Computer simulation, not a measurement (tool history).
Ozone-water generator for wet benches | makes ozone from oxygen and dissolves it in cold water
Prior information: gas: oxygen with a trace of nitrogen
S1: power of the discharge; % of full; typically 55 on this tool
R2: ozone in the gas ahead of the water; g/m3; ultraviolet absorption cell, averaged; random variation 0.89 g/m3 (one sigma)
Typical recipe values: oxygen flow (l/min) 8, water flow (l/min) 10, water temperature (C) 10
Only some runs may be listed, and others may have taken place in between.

Run 1, hour 0: usual settings. Result: dissolved ozone (ppm) 20.3, R2 130 g/m3.
Run 2, hour 128.3: usual settings but water flow (l/min) 13. Result: dissolved ozone (ppm) 16.9, R2 129.1 g/m3.
Run 3, hour 236.8: usual settings. Result: dissolved ozone (ppm) 20.2, R2 128.9 g/m3.
Run 4, hour 348.1: usual settings but water flow (l/min) 9. Result: dissolved ozone (ppm) 21.3, R2 128.2 g/m3.
Run 5, hour 441.6: usual settings but water flow (l/min) 15. Result: dissolved ozone (ppm) 14.9, R2 127.4 g/m3.
Run 6, hour 519.4: usual settings but water temperature (C) 7. Result: dissolved ozone (ppm) 21.2, R2 128.4 g/m3.
Run 7, hour 644.7: usual settings but water temperature (C) 12. Result: dissolved ozone (ppm) 18.8, R2 127 g/m3.
Run 8, hour 777: usual settings but water temperature (C) 12. Result: dissolved ozone (ppm) 18.9, R2 124.9 g/m3.
Run 9, hour 883.7: usual settings but water temperature (C) 12. Result: dissolved ozone (ppm) 19.8, R2 126.7 g/m3.
Run 10, hour 980.4: usual settings but water temperature (C) 12. Result: dissolved ozone (ppm) 19.7, R2 125.7 g/m3.
Run 11, hour 1155.6: usual settings but water temperature (C) 12. Result: dissolved ozone (ppm) 19.3, R2 124.4 g/m3.
Run 12, hour 1299.3: usual settings but water flow (l/min) 8. Result: dissolved ozone (ppm) 23.4, R2 123.9 g/m3.
Run 13, hour 1415.3: usual settings but water flow (l/min) 8. Result: dissolved ozone (ppm) 23.3, R2 122.5 g/m3.
Run 14, hour 1572.1: usual settings but water flow (l/min) 8. Result: dissolved ozone (ppm) 23.2, R2 124.2 g/m3.
Run 15, hour 1689.9: usual settings but water flow (l/min) 8, water temperature (C) 7. Result: dissolved ozone (ppm) 24.4, R2 123.8 g/m3.
Run 16, hour 1826.6: usual settings. Result: dissolved ozone (ppm) 20.4, R2 121.1 g/m3.
Run 17, hour 1928.6: usual settings. Result: dissolved ozone (ppm) 19.7, R2 121.8 g/m3.
Run 18, hour 2101.9: usual settings but S1 60 % of full, water temperature (C) 6. Result: dissolved ozone (ppm) 22.4, R2 125.9 g/m3.
Run 19, hour 2219: usual settings but S1 60 % of full, oxygen flow (l/min) 8.46, water flow (l/min) 8, water temperature (C) 6. Result: dissolved ozone (ppm) 25.4, R2 122.9 g/m3.
Run 20, hour 2360.7: usual settings but S1 72 % of full, oxygen flow (l/min) 8.46, water flow (l/min) 8, water temperature (C) 6. Result: dissolved ozone (ppm) 27.5, R2 132.8 g/m3.
Run 21, hour 2464.6: usual settings but S1 72 % of full, oxygen flow (l/min) 8.46, water flow (l/min) 8, water temperature (C) 6. Result: dissolved ozone (ppm) 27.3, R2 134.2 g/m3.
Run 22, hour 2603.6: usual settings but S1 86 % of full, oxygen flow (l/min) 4.3, water flow (l/min) 9, water temperature (C) 8. Result: dissolved ozone (ppm) 27.7, R2 195.8 g/m3.
Run 23, hour 2793.8: usual settings but S1 51 % of full, oxygen flow (l/min) 4.11. Result: dissolved ozone (ppm) 18.9, R2 156.2 g/m3.
Run 24, hour 2886.7: usual settings but S1 51 % of full, oxygen flow (l/min) 4.11. Result: dissolved ozone (ppm) 19.1, R2 155.5 g/m3.
Run 25, hour 3015.5: usual settings but S1 48 % of full, oxygen flow (l/min) 5.99, water flow (l/min) 12, water temperature (C) 12. Result: dissolved ozone (ppm) 15.2, R2 125 g/m3.
Run 26, hour 3095.6: usual settings but S1 89 % of full, oxygen flow (l/min) 5.99, water flow (l/min) 12, water temperature (C) 6. Result: dissolved ozone (ppm) 22.6, R2 169.1 g/m3.
Run 27, hour 3255.9: usual settings but S1 89 % of full, oxygen flow (l/min) 5.99, water flow (l/min) 12, water temperature (C) 6. Result: dissolved ozone (ppm) 22.6, R2 166.7 g/m3.
Run 28, hour 3344.6: usual settings but S1 89 % of full, oxygen flow (l/min) 12.52, water flow (l/min) 7, water temperature (C) 6. Result: dissolved ozone (ppm) 28.6, R2 117.9 g/m3.
Run 29, hour 3509.4: usual settings but S1 53 % of full, water temperature (C) 8. Result: dissolved ozone (ppm) 18.6, R2 111.4 g/m3.
Run 30, hour 3603.5: usual settings but S1 79 % of full, oxygen flow (l/min) 5.85, water flow (l/min) 7, water temperature (C) 6. Result: dissolved ozone (ppm) 31.4, R2 156.7 g/m3.
Run 31, hour 3759: usual settings but S1 93 % of full, oxygen flow (l/min) 5.86, water flow (l/min) 7, water temperature (C) 6. Result: dissolved ozone (ppm) 32.6, R2 167.8 g/m3.
Run 32, hour 3947.3: usual settings but S1 91 % of full, oxygen flow (l/min) 12.75, water flow (l/min) 6, water temperature (C) 7. Result: dissolved ozone (ppm) 29.4, R2 113.9 g/m3.

Missing from the log above: 2 entries noted between runs. For each, name the pair of listed runs it sits between and say how the tool's hidden condition differs from the listed run just before to the listed run just after:
Between runs 8 and 9: contactor cleaned (hour 795.4)
  yield of the discharge, % of new electrodes': 84 -> 83.6; contactor's efficiency, % of a clean one's: 89.8 -> 98.5; true water temperature over the reading, C: 0.01 -> 0.02
  measured result minus the result with no hidden state, dissolved ozone (ppm): -4.6 -> -3.5; R2: -20.5 -> -21.1 g/m3
Between runs 28 and 29: water thermometer calibrated (hour 3507.8)
  yield of the discharge, % of new electrodes': 75.5 -> 75; contactor's efficiency, % of a clean one's: 95.4 -> 95.1; true water temperature over the reading, C: 0.14 -> 0
  measured result minus the result with no hidden state, dissolved ozone (ppm): -11.9 -> -5.9; R2: -44.1 -> -30.9 g/m3

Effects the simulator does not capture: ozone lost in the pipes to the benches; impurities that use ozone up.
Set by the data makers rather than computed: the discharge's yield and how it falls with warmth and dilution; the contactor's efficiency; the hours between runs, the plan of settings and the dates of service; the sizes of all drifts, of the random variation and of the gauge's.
